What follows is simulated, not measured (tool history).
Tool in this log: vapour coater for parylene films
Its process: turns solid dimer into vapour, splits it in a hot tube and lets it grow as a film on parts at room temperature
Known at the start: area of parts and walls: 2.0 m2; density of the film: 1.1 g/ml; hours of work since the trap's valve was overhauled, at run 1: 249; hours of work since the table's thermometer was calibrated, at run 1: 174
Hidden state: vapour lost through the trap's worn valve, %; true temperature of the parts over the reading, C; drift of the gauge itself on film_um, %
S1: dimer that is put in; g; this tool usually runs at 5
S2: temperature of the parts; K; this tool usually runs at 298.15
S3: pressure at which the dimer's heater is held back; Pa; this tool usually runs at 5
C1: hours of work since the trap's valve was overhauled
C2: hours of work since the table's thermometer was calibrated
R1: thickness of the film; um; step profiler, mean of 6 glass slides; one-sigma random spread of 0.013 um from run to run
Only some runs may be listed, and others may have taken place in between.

run,hour,S1,S2,S3,C1,C2,R1
1,0,5,298.15,5,249,174,1.4
2,17,5,296.15,5,259,184,1.52
3,27.9,5,298.15,10.09,265,190,1.31
4,42.1,5,298.15,10.09,273,198,1.31
5,49.6,5,298.15,10.09,278,203,1.28
6,58.7,5,298.15,10.09,283,208,1.27
7,74.6,5,298.15,10.09,292,217,1.3
# hour 79.8: trap's valve overhauled
8,93.3,3,300.15,2.52,8,225,0.81
9,109.4,2,303.15,2.52,17,235,0.48
10,122.2,5,291.15,10.58,24,242,1.66
11,129.9,6,309.15,5,29,246,1.01
12,143.4,4,306.15,5.21,36,254,0.75

Predict each of these 5 candidate next runs independently; none follows another, all start after run 12:
A,157.4,4,306.15,5.56,45,262,?
B,157.4,5,298.15,2.64,45,262,?
C,157.4,4,292.15,5.21,45,262,?
D,157.4,3,306.15,4.36,45,262,?
E,157.4,3,294.15,7.81,45,262,?

run,R1
A,0.75
B,1.46
C,1.38
D,0.59
E,0.91
The same runs, with their run-to-run variation unchanged, on a tool lacking any hidden condition would have given:
run,R1
A,0.85
B,1.64
C,1.56
D,0.67
E,1.02

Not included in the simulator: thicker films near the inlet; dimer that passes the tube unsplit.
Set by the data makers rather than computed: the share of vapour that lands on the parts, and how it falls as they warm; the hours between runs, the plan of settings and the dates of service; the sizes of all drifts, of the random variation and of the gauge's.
